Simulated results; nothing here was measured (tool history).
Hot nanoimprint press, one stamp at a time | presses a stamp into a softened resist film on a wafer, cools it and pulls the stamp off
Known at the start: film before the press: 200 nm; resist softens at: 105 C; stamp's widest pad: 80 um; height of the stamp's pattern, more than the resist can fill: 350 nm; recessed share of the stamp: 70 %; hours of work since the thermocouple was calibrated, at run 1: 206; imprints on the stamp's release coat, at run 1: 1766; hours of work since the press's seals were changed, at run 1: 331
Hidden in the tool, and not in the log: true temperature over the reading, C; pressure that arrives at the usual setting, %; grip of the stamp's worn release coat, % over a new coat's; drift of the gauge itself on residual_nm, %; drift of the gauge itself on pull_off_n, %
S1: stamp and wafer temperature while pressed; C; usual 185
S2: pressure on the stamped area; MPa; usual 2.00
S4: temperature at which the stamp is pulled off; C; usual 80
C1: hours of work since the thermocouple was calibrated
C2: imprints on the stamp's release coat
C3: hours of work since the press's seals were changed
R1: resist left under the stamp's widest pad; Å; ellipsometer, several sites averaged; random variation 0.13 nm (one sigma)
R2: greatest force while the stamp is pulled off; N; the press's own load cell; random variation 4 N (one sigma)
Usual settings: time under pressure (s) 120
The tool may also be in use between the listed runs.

Run 1, hour 0.0: usual settings; C1 206; C2 1766; C3 331. Result: R1 753 Å, R2 266 N.
Run 2, hour 26.0: usual settings; C1 219; C2 1842; C3 344. Result: R1 754 Å, R2 248 N.
Run 3, hour 59.3: usual settings but S2 1.62 MPa; C1 236; C2 1940; C3 361. Result: R1 845 Å, R2 270 N.
Run 4, hour 91.1: usual settings but S2 1.62 MPa; C1 252; C2 2033; C3 377. Result: R1 845 Å, R2 267 N.
At hour 108.5: stamp cleaned and given a new release coat.
Run 5, hour 125.7: usual settings but S2 1.62 MPa; C1 266; C2 50; C3 391. Result: R1 847 Å, R2 193 N.
Run 6, hour 139.9: usual settings but S2 1.34 MPa; C1 273; C2 92; C3 398. Result: R1 937 Å, R2 197 N.
Run 7, hour 168.9: usual settings but S2 1.34 MPa; C1 288; C2 177; C3 413. Result: R1 932 Å, R2 195 N.
At hour 177.3: plate thermocouple calibrated.
Run 8, hour 198.2: usual settings but S2 1.34 MPa; C1 10; C2 254; C3 426. Result: R1 934 Å, R2 196 N.
Run 9, hour 227.8: usual settings but S2 1.64 MPa; C1 25; C2 340; C3 441. Result: R1 837 Å, R2 203 N.
Run 10, hour 251.1: usual settings but S2 1.64 MPa; C1 37; C2 409; C3 452. Result: R1 834 Å, R2 203 N.
Run 11, hour 266.8: usual settings but S2 1.64 MPa; C1 45; C2 455; C3 460. Result: R1 837 Å, R2 217 N.
Run 12, hour 286.7: usual settings but S2 2.01 MPa; C1 55; C2 513; C3 470. Result: R1 748 Å, R2 204 N.
Run 13, hour 316.0: usual settings but S2 2.01 MPa; C1 69; C2 599; C3 485. Result: R1 746 Å, R2 214 N.
Run 14, hour 336.1: usual settings but S2 2.01 MPa; C1 79; C2 658; C3 495. Result: R1 746 Å, R2 206 N.
Run 15, hour 360.1: usual settings but time under pressure (s) 163; C1 91; C2 728; C3 507. Result: R1 671 Å, R2 219 N.
At hour 382.2: plate thermocouple calibrated, once more.
Run 16, hour 387.6: usual settings but time under pressure (s) 163; C1 3; C2 800; C3 519. Result: R1 684 Å, R2 227 N.
Run 17, hour 401.7: usual settings but S1 184 C, S2 2.57 MPa, time under pressure (s) 163; C1 10; C2 841; C3 526. Result: R1 607 Å, R2 218 N.
Run 18, hour 421.2: usual settings but S4 83 C; C1 20; C2 899; C3 536. Result: R1 763 Å, R2 212 N.
Run 19, hour 439.0: usual settings but S1 188 C, S2 1.97 MPa, time under pressure (s) 89, S4 84 C; C1 28; C2 951; C3 545. Result: R1 800 Å, R2 205 N.
Run 20, hour 466.7: usual settings but S1 193 C, S4 87 C; C1 42; C2 1032; C3 559. Result: R1 645 Å, R2 196 N.
Run 21, hour 501.1: usual settings but time under pressure (s) 171, S4 76 C; C1 60; C2 1133; C3 576. Result: R1 672 Å, R2 252 N.
Run 22, hour 535.9: usual settings but S1 178 C, S2 1.89 MPa, time under pressure (s) 99; C1 77; C2 1235; C3 593. Result: R1 978 Å, R2 233 N.
Run 23, hour 564.5: usual settings but S1 178 C, S2 2.94 MPa, time under pressure (s) 99; C1 91; C2 1318; C3 608. Result: R1 771 Å, R2 239 N.
Run 24, hour 589.3: usual settings but S1 176 C, S2 2.81 MPa, time under pressure (s) 239, S4 70 C; C1 104; C2 1391; C3 620. Result: R1 607 Å, R2 290 N.
Run 25, hour 610.2: usual settings but S2 1.23 MPa, time under pressure (s) 147; C1 114; C2 1452; C3 631. Result: R1 923 Å, R2 250 N.
Run 26, hour 643.3: usual settings but S2 1.23 MPa, time under pressure (s) 92; C1 131; C2 1549; C3 647. Result: R1 1072 Å, R2 254 N.
Run 27, hour 668.2: usual settings but time under pressure (s) 168; C1 143; C2 1622; C3 660. Result: R1 674 Å, R2 256 N.
Run 28, hour 691.9: usual settings but time under pressure (s) 60; C1 155; C2 1692; C3 671. Result: R1 960 Å, R2 253 N.
Run 29, hour 721.6: usual settings but time under pressure (s) 165, S4 75 C; C1 170; C2 1779; C3 686. Result: R1 677 Å, R2 290 N.
Run 30, hour 744.2: usual settings but S1 174 C, S2 1.51 MPa, time under pressure (s) 147, S4 70 C; C1 181; C2 1845; C3 698. Result: R1 1051 Å, R2 318 N.

How the hidden state differs across the entries between the runs, from the last listed run before each to the first after it:
Between runs 4 and 5: stamp cleaned and given a new release coat (hour 108.5)
  true temperature over the reading, C: 0.48 -> 0.51; pressure that arrives at the usual setting, %: 98.3 -> 98.25; grip of the stamp's worn release coat, % over a new coat's: 40.1 -> 0.9
  measured less the result without the state, R1: -2 -> -2 Å; R2: +74 -> +0 N
Between runs 7 and 8: plate thermocouple calibrated (hour 177.3)
  true temperature over the reading, C: 0.56 -> 0.74; pressure that arrives at the usual setting, %: 98.17 -> 98.13; grip of the stamp's worn release coat, % over a new coat's: 3.3 -> 4.8
  measured less the result without the state, R1: -4 -> -8 Å; R2: +4 -> +6 N
Between runs 15 and 16: plate thermocouple calibrated, once more (hour 382.2)
  true temperature over the reading, C: 0.93 -> -0.07; pressure that arrives at the usual setting, %: 97.84 -> 97.79; grip of the stamp's worn release coat, % over a new coat's: 13.9 -> 15.3
  measured less the result without the state, R1: -5 -> +10 Å; R2: +23 -> +31 N

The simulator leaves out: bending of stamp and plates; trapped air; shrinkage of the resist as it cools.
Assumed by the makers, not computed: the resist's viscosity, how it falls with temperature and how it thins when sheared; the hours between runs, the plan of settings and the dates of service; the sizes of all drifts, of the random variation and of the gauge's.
